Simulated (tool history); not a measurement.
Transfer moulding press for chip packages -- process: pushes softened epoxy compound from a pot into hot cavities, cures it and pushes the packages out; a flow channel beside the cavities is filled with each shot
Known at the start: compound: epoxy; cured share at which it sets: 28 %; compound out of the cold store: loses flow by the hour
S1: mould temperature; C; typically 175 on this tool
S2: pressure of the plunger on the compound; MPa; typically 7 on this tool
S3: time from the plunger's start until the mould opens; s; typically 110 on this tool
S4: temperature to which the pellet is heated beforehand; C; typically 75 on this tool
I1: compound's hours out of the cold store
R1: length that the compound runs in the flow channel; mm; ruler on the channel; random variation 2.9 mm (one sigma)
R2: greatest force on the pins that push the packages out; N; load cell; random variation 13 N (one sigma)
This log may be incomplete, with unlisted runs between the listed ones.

Run 1, hour 0: usual settings; I1 18.7. Result: R1 648 mm, R2 867 N.
Run 2, hour 13.6: usual settings; I1 40.1. Result: R1 584 mm, R2 875 N.
At hour 35: cavities cleaned with cleaning compound and waxed.
Run 3, hour 35.1: usual settings; I1 42.4. Result: R1 584 mm, R2 1029 N.
Run 4, hour 52.6: usual settings; I1 23. Result: R1 627 mm, R2 1119 N.
Run 5, hour 71.2: usual settings; I1 31.1. Result: R1 605 mm, R2 1112 N.
Run 6, hour 79.4: usual settings but S1 167 C; I1 25.8. Result: R1 643 mm, R2 1998 N.
At hour 95.9: cavities cleaned with cleaning compound and waxed.
Run 7, hour 95.9: usual settings; I1 44.1. Result: R1 567 mm, R2 655 N.
At hour 113.9: plunger's sealing rings changed.
Run 8, hour 116.1: usual settings but S1 168 C; I1 18.4. Result: R1 690 mm, R2 1336 N.
Run 9, hour 136.1: usual settings but S2 7.59 MPa; I1 10.3. Result: R1 712 mm, R2 894 N.
At hour 146: cavities cleaned with cleaning compound and waxed, once more.
Run 10, hour 148.9: usual settings but S2 7.59 MPa, S3 120 s; I1 37.5. Result: R1 636 mm, R2 581 N.
Run 11, hour 159.8: usual settings but S2 7.59 MPa, S3 120 s; I1 14.4. Result: R1 709 mm, R2 651 N.
Run 12, hour 173.3: usual settings but S2 6.21 MPa; I1 18.5. Result: R1 623 mm, R2 841 N.
Run 13, hour 191.4: usual settings but S2 6.21 MPa; I1 15.6. Result: R1 630 mm, R2 926 N.
Run 14, hour 203.2: usual settings but S2 6.21 MPa; I1 47.1. Result: R1 551 mm, R2 942 N.
At hour 206: cavities cleaned with cleaning compound and waxed.
Run 15, hour 217.5: usual settings but S2 6.21 MPa; I1 45.6. Result: R1 553 mm, R2 709 N.
Run 16, hour 227.5: usual settings but S1 177 C, S2 6.21 MPa; I1 35.1. Result: R1 575 mm, R2 738 N.
Run 17, hour 241.9: usual settings but S1 177 C, S2 6.21 MPa; I1 17.1. Result: R1 616 mm, R2 790 N.
Run 18, hour 261.6: usual settings but S1 168 C, S2 6.21 MPa; I1 18.1. Result: R1 639 mm, R2 1692 N.
At hour 266.6: cavities cleaned with cleaning compound and waxed.
Run 19, hour 277.4: usual settings but S1 172 C, S2 8.32 MPa, S3 125 s; I1 13.2. Result: R1 746 mm, R2 741 N.
Run 20, hour 292.6: usual settings but S2 8.69 MPa, S4 66 C; I1 29.4. Result: R1 694 mm, R2 861 N.
Run 21, hour 310.6: usual settings but S1 182 C, S3 143 s, S4 83 C; I1 8.3. Result: R1 663 mm, R2 610 N.
At hour 327: cavities cleaned with cleaning compound and waxed.
Run 22, hour 327.2: usual settings but S1 180 C, S2 5.88 MPa, S3 96 s, S4 66 C; I1 42.8. Result: R1 529 mm, R2 663 N.
Run 23, hour 336.3: usual settings but S1 180 C, S2 6.15 MPa, S3 96 s, S4 73 C; I1 25.3. Result: R1 579 mm, R2 695 N.
Run 24, hour 354.2: usual settings but S1 180 C, S2 6.15 MPa, S3 96 s, S4 73 C; I1 44.7. Result: R1 532 mm, R2 777 N.
Run 25, hour 364.7: usual settings but S1 180 C, S2 6.15 MPa, S3 96 s, S4 73 C; I1 22.4. Result: R1 585 mm, R2 843 N.
Run 26, hour 383.1: usual settings but S2 5.91 MPa, S3 147 s, S4 71 C; I1 21.9. Result: R1 585 mm, R2 699 N.
At hour 387.6: cavities cleaned with cleaning compound and waxed.
Run 27, hour 394.2: usual settings but S1 169 C, S2 5.91 MPa, S3 147 s, S4 72 C; I1 27.9. Result: R1 589 mm, R2 627 N.
Run 28, hour 406.3: usual settings but S1 181 C, S2 5.91 MPa, S3 147 s, S4 72 C; I1 38.3. Result: R1 529 mm, R2 509 N.

3 options for the next run, each taken on its own from the tool as it stands now. Forecast them:
Run A, hour 419.3: usual settings but S1 181 C, S2 5.91 MPa, S3 147 s, S4 84 C; I1 9.1. Result: R1 ?, R2 ?.
Run B, hour 419.3: usual settings but S1 173 C, S3 139 s, S4 69 C; I1 47.3. Result: R1 ?, R2 ?.
Run C, hour 419.3: usual settings but S3 91 s, S4 73 C; I1 38.3. Result: R1 ?, R2 ?.

run   R1    R2
  A  603   594
  B  571   626
  C  586  1305
With no hidden state in the tool, these same runs would have given:
run   R1    R2
  A  624   469
  B  592   487
  C  607  1000
